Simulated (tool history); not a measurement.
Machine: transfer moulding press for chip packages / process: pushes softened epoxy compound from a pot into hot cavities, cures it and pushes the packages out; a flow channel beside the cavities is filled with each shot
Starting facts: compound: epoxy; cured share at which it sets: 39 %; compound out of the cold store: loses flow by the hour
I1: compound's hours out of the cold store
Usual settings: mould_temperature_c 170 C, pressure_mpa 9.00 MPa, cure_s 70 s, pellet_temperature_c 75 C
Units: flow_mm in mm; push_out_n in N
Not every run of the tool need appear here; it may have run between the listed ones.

run 1 hour=0.0 | mould_temperature_c=170 pressure_mpa=9.00 cure_s=70 pellet_temperature_c=75 | I1=42.4 | flow_mm=670 push_out_n=598
run 2 hour=5.6 | mould_temperature_c=170 pressure_mpa=7.93 cure_s=70 pellet_temperature_c=75 | I1=37.5 | flow_mm=634 push_out_n=702
run 3 hour=10.7 | mould_temperature_c=170 pressure_mpa=7.93 cure_s=70 pellet_temperature_c=75 | I1=15.8 | flow_mm=658 push_out_n=763
run 4 hour=18.4 | mould_temperature_c=170 pressure_mpa=7.93 cure_s=70 pellet_temperature_c=75 | I1=24.7 | flow_mm=651 push_out_n=820
-- hour=23.8 cavities cleaned with cleaning compound and waxed
run 5 hour=25.6 | mould_temperature_c=170 pressure_mpa=9.00 cure_s=70 pellet_temperature_c=75 | I1=17.4 | flow_mm=694 push_out_n=928
run 6 hour=31.1 | mould_temperature_c=170 pressure_mpa=9.00 cure_s=70 pellet_temperature_c=75 | I1=27.1 | flow_mm=683 push_out_n=919
run 7 hour=34.8 | mould_temperature_c=170 pressure_mpa=9.00 cure_s=70 pellet_temperature_c=75 | I1=45.7 | flow_mm=655 push_out_n=881
run 8 hour=41.9 | mould_temperature_c=170 pressure_mpa=9.00 cure_s=70 pellet_temperature_c=75 | I1=15.7 | flow_mm=701 push_out_n=963
run 9 hour=50.6 | mould_temperature_c=170 pressure_mpa=9.00 cure_s=70 pellet_temperature_c=75 | I1=45.8 | flow_mm=657 push_out_n=929
-- hour=52.7 cavities cleaned with cleaning compound and waxed
run 10 hour=59.5 | mould_temperature_c=170 pressure_mpa=9.00 cure_s=70 pellet_temperature_c=75 | I1=20.9 | flow_mm=695 push_out_n=665
run 11 hour=63.5 | mould_temperature_c=170 pressure_mpa=9.00 cure_s=70 pellet_temperature_c=85 | I1=30.9 | flow_mm=672 push_out_n=663
run 12 hour=72.0 | mould_temperature_c=170 pressure_mpa=9.00 cure_s=70 pellet_temperature_c=85 | I1=38.2 | flow_mm=666 push_out_n=703
run 13 hour=76.6 | mould_temperature_c=170 pressure_mpa=9.00 cure_s=70 pellet_temperature_c=85 | I1=42.9 | flow_mm=653 push_out_n=750
-- hour=79.4 cavities cleaned with cleaning compound and waxed, once more
run 14 hour=85.8 | mould_temperature_c=170 pressure_mpa=7.57 cure_s=70 pellet_temperature_c=85 | I1=41.4 | flow_mm=601 push_out_n=605
run 15 hour=91.5 | mould_temperature_c=176 pressure_mpa=7.57 cure_s=101 pellet_temperature_c=67 | I1=16.4 | flow_mm=621 push_out_n=384
run 16 hour=96.2 | mould_temperature_c=170 pressure_mpa=9.00 cure_s=72 pellet_temperature_c=75 | I1=34.3 | flow_mm=665 push_out_n=699
run 17 hour=101.1 | mould_temperature_c=170 pressure_mpa=9.00 cure_s=72 pellet_temperature_c=75 | I1=36.9 | flow_mm=657 push_out_n=756
-- hour=108.4 cavities cleaned with cleaning compound and waxed
run 18 hour=111.6 | mould_temperature_c=170 pressure_mpa=9.00 cure_s=72 pellet_temperature_c=75 | I1=16.1 | flow_mm=690 push_out_n=585
run 19 hour=116.1 | mould_temperature_c=170 pressure_mpa=9.00 cure_s=72 pellet_temperature_c=75 | I1=30.3 | flow_mm=668 push_out_n=621
run 20 hour=122.5 | mould_temperature_c=170 pressure_mpa=9.00 cure_s=72 pellet_temperature_c=75 | I1=19.5 | flow_mm=679 push_out_n=676
run 21 hour=127.3 | mould_temperature_c=172 pressure_mpa=9.00 cure_s=72 pellet_temperature_c=78 | I1=37.3 | flow_mm=647 push_out_n=598
run 22 hour=133.7 | mould_temperature_c=170 pressure_mpa=9.00 cure_s=70 pellet_temperature_c=84 | I1=13.6 | flow_mm=687 push_out_n=806

For run 23, what comes out?
-- hour=137.4 cavities cleaned with cleaning compound and waxed
run 23 hour=142.9 | mould_temperature_c=170 pressure_mpa=9.00 cure_s=70 pellet_temperature_c=84 | I1=47.5 | flow_mm=? push_out_n=?

Run 23 produced flow_mm 638 mm, push_out_n 600 N.
With the hidden condition absent and the run-to-run variation left alone, this run would have shown flow_mm 669 mm, push_out_n 510 N.
